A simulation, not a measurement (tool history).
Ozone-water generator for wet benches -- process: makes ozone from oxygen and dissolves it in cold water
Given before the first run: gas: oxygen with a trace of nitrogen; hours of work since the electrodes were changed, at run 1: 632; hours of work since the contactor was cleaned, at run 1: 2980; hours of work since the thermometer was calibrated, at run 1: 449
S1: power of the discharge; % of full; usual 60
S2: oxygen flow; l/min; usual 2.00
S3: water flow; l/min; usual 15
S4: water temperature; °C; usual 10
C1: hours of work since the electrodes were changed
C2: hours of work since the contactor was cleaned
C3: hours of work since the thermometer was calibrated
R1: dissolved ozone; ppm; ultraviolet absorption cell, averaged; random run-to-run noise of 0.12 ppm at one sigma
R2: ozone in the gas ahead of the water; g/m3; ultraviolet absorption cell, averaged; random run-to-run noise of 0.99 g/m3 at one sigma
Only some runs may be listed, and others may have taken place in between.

Run 1, day 0.000: usual settings; C1 632; C2 2980; C3 449. Result: R1 12.0 ppm, R2 170.5 g/m3.
Run 2, day 2.971: usual settings; C1 675; C2 3024; C3 493. Result: R1 12.0 ppm, R2 170.2 g/m3.
Run 3, day 5.646: usual settings; C1 715; C2 3063; C3 532. Result: R1 12.0 ppm, R2 169.3 g/m3.
Run 4, day 7.771: usual settings; C1 746; C2 3094; C3 563. Result: R1 11.9 ppm, R2 170.9 g/m3.
Run 5, day 9.354: usual settings; C1 769; C2 3117; C3 587. Result: R1 11.9 ppm, R2 171.1 g/m3.
Run 6, day 12.850: usual settings; C1 820; C2 3169; C3 638. Result: R1 12.1 ppm, R2 169.0 g/m3.
Run 7, day 14.358: usual settings but S3 12 l/min; C1 842; C2 3191; C3 660. Result: R1 15.2 ppm, R2 169.2 g/m3.
Run 8, day 16.167: usual settings but S3 12 l/min; C1 869; C2 3217; C3 686. Result: R1 15.6 ppm, R2 169.4 g/m3.
Run 9, day 17.596: usual settings but S3 12 l/min; C1 890; C2 3238; C3 707. Result: R1 15.1 ppm, R2 168.6 g/m3.
Run 10, day 20.017: usual settings but S4 15 °C; C1 925; C2 3274; C3 743. Result: R1 11.5 ppm, R2 169.4 g/m3.
Run 11, day 23.108: usual settings but S4 15 °C; C1 971; C2 3319; C3 788. Result: R1 11.3 ppm, R2 167.3 g/m3.
Run 12, day 26.062: usual settings but S4 15 °C; C1 1014; C2 3363; C3 832. Result: R1 11.4 ppm, R2 169.1 g/m3.
Run 13, day 28.304: usual settings but S4 15 °C; C1 1047; C2 3395; C3 864. Result: R1 11.3 ppm, R2 169.5 g/m3.
Run 14, day 31.679: usual settings but S4 15 °C; C1 1097; C2 3445; C3 914. Result: R1 11.4 ppm, R2 168.4 g/m3.
Run 15, day 34.546: usual settings but S4 15 °C; C1 1139; C2 3487; C3 956. Result: R1 11.4 ppm, R2 168.8 g/m3.
Run 16, day 36.992: usual settings but S4 15 °C; C1 1174; C2 3523; C3 992. Result: R1 11.4 ppm, R2 167.9 g/m3.
Run 17, day 39.879: usual settings but S4 15 °C; C1 1217; C2 3565; C3 1034. Result: R1 11.4 ppm, R2 166.9 g/m3.
Run 18, day 42.742: usual settings but S1 53 % of full, S2 1.50 l/min, S3 24 l/min, S4 11 °C; C1 1259; C2 3607; C3 1076. Result: R1 5.4 ppm, R2 176.9 g/m3.
Run 19, day 45.488: usual settings but S1 53 % of full, S2 1.50 l/min, S3 24 l/min, S4 11 °C; C1 1299; C2 3648; C3 1117. Result: R1 5.7 ppm, R2 178.2 g/m3.
Run 20, day 47.417: usual settings but S1 41 % of full, S2 1.45 l/min, S3 24 l/min; C1 1327; C2 3676; C3 1145. Result: R1 4.4 ppm, R2 146.6 g/m3.
Run 21, day 50.571: usual settings but S1 41 % of full, S2 1.45 l/min, S3 24 l/min; C1 1374; C2 3722; C3 1191. Result: R1 4.4 ppm, R2 144.5 g/m3.
Run 22, day 52.008: usual settings but S1 41 % of full, S2 1.45 l/min, S3 24 l/min; C1 1395; C2 3743; C3 1212. Result: R1 4.4 ppm, R2 145.8 g/m3.
Run 23, day 54.442: usual settings but S1 49 % of full, S2 1.45 l/min, S3 22 l/min, S4 17 °C; C1 1431; C2 3779; C3 1248. Result: R1 5.4 ppm, R2 169.9 g/m3.
Run 24, day 57.383: usual settings but S1 74 % of full, S3 20 l/min, S4 15 °C; C1 1474; C2 3822; C3 1291. Result: R1 9.6 ppm, R2 199.1 g/m3.
Run 25, day 60.296: usual settings but S1 74 % of full, S3 20 l/min, S4 15 °C; C1 1516; C2 3865; C3 1334. Result: R1 9.8 ppm, R2 199.7 g/m3.
Run 26, day 63.092: usual settings but S1 74 % of full, S3 20 l/min, S4 15 °C; C1 1557; C2 3906; C3 1375. Result: R1 9.6 ppm, R2 199.4 g/m3.
Run 27, day 65.579: usual settings but S1 74 % of full, S3 20 l/min, S4 15 °C; C1 1594; C2 3942; C3 1411. Result: R1 9.7 ppm, R2 199.2 g/m3.
Run 28, day 67.392: usual settings but S1 62 % of full, S2 1.62 l/min, S3 10 l/min, S4 7 °C; C1 1620; C2 3969; C3 1438. Result: R1 18.8 ppm, R2 192.4 g/m3.
Run 29, day 70.729: usual settings but S1 93 % of full, S2 1.60 l/min, S3 12 l/min, S4 7 °C; C1 1669; C2 4018; C3 1487. Result: R1 21.5 ppm, R2 270.4 g/m3.
Run 30, day 72.875: usual settings but S3 12 l/min, S4 6 °C; C1 1701; C2 4049; C3 1518. Result: R1 15.5 ppm, R2 166.2 g/m3.
At day 74.483: gauge calibrated.
Run 31, day 74.567: usual settings but S3 12 l/min, S4 6 °C; C1 1726; C2 4074; C3 1543. Result: R1 16.0 ppm, R2 170.9 g/m3.
Run 32, day 77.025: usual settings but S3 12 l/min, S4 6 °C; C1 1762; C2 4110; C3 1579. Result: R1 15.7 ppm, R2 171.4 g/m3.
Run 33, day 80.217: usual settings but S2 2.69 l/min, S3 22 l/min, S4 6 °C; C1 1809; C2 4157; C3 1626. Result: R1 8.1 ppm, R2 144.1 g/m3.

Consider 3 possible next runs. They are alternatives, not a sequence: every one starts from the tool as it was left by run 33. What does each give?
At day 83.404: contactor cleaned.
Run A, day 83.404: usual settings but S1 70 % of full, S3 10 l/min, S4 14 °C; C1 1853; C2 0; C3 1670. Result: R1 ?, R2 ?.
At day 83.404: contactor cleaned.
Run B, day 83.404: usual settings but S2 1.96 l/min, S3 22 l/min, S4 6 °C; C1 1853; C2 0; C3 1670. Result: R1 ?, R2 ?.
At day 83.404: contactor cleaned.
Run C, day 83.404: usual settings but S2 2.28 l/min, S3 11 l/min, S4 6 °C; C1 1853; C2 0; C3 1670. Result: R1 ?, R2 ?.

run    R1     R2
  A  20.1  192.4
  B   7.5  174.0
  C  17.8  157.7
Without the tool's hidden state the same runs would have given:
run    R1     R2
  A  20.1  193.2
  B   7.5  174.7
  C  17.8  158.4

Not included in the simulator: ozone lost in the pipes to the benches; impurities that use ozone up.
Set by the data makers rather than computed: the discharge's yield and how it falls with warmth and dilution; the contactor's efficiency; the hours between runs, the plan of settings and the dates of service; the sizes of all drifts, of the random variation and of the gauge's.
